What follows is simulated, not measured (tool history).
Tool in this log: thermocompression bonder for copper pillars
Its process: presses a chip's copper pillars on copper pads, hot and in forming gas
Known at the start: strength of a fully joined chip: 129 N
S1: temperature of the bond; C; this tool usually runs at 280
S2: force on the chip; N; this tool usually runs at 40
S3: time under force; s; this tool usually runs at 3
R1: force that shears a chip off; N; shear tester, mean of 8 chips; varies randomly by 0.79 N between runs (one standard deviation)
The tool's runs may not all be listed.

run	day	S1	S2	S3	R1
1	0.000	280	40	3	56.9
2	0.429	302	40	3	69.8
3	0.833	302	40	3	69.2
4	1.233	302	40	3	69.8
5	1.658	280	40	3	56.0
6	2.088	280	40	3	56.6
7	2.388	280	40	3	55.5
8	2.808	280	40	3	55.5
9	3.162	280	40	3	55.7
10	3.475	280	40	3	55.2
11	3.779	280	60	3	76.8
12	4.183	280	60	3	78.8
13	4.512	280	40	3	55.1
14	4.758	280	47	4	69.5
15	5.100	280	47	4	68.4
16	5.558	275	46	5	69.7
17	5.812	293	40	3	61.7
18	6.171	293	40	3	62.4
19	6.388	261	24	4	27.4
20	6.833	261	24	4	26.9
21	7.246	261	24	4	28.4
22	7.683	304	46	5	87.9
23	8.017	278	40	4	58.7
24	8.208	278	40	4	57.6
25	8.592	296	39	6	76.5

Some steps in R1, run to run, broken into two amounts with sign: the step expected even without the hidden condition (settings, incoming material, random variation), and the rest, left for the hidden condition together with whatever gauge scatter is not in both the measured and the hidden-condition-free result:
Hidden state at play: true temperature of the bond over the reading, C; force that reaches the chip, % of what is set; oxide that the forming gas leaves, % of the face; drift of the gauge itself on shear_n, %.
Run 18 -> 19: S1 293 -> 261, S2 40 -> 24, S3 3 -> 4. R1 -35.0 N: hidden state +3.7, all else -38.7.
Run 21 -> 22: S1 261 -> 304, S2 24 -> 46, S3 4 -> 5. R1 +59.5 N: hidden state -6.2, all else +65.7.
